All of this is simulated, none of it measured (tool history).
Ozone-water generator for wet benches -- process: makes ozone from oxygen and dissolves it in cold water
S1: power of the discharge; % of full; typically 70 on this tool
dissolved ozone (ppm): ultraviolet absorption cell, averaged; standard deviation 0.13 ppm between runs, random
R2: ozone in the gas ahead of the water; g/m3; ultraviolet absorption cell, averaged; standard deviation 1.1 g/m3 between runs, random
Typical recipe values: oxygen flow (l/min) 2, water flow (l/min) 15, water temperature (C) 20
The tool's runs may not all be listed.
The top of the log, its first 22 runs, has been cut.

Run 23, hour 820: usual settings but S1 40 % of full, oxygen flow (l/min) 1.04, water flow (l/min) 22. Result: dissolved ozone (ppm) 4.7, R2 147.6 g/m3.
At hour 826.9: contactor cleaned.
Run 24, hour 872.8: usual settings but S1 45 % of full, oxygen flow (l/min) 1.53, water temperature (C) 26. Result: dissolved ozone (ppm) 8.4, R2 138.2 g/m3.
Run 25, hour 897.3: usual settings but S1 45 % of full, oxygen flow (l/min) 1.53, water temperature (C) 26. Result: dissolved ozone (ppm) 8.2, R2 139 g/m3.
Run 26, hour 930: usual settings but water flow (l/min) 14, water temperature (C) 23. Result: dissolved ozone (ppm) 13.9, R2 172.6 g/m3.
Run 27, hour 979.3: usual settings but S1 90 % of full, water temperature (C) 16. Result: dissolved ozone (ppm) 16.7, R2 207 g/m3.
Run 28, hour 1012.6: usual settings but S1 63 % of full, water flow (l/min) 22, water temperature (C) 16. Result: dissolved ozone (ppm) 9.1, R2 158.7 g/m3.
Run 29, hour 1049: usual settings but S1 98 % of full, oxygen flow (l/min) 1.32, water flow (l/min) 22, water temperature (C) 16. Result: dissolved ozone (ppm) 10.3, R2 257.4 g/m3.
Run 30, hour 1094.2: usual settings but S1 98 % of full, oxygen flow (l/min) 1.32, water flow (l/min) 22, water temperature (C) 16. Result: dissolved ozone (ppm) 10.5, R2 259.6 g/m3.

Forecast run 31:
Run 31, hour 1121.6: usual settings but water flow (l/min) 10, water temperature (C) 19. Result: dissolved ozone (ppm) ?, R2 ?.

{"run 31": {"dissolved ozone (ppm)": 18.8, "R2": 171.4}}
Minus the tool's unlogged condition, the same run would have read dissolved ozone (ppm) 20.3, R2 185.1 g/m3.
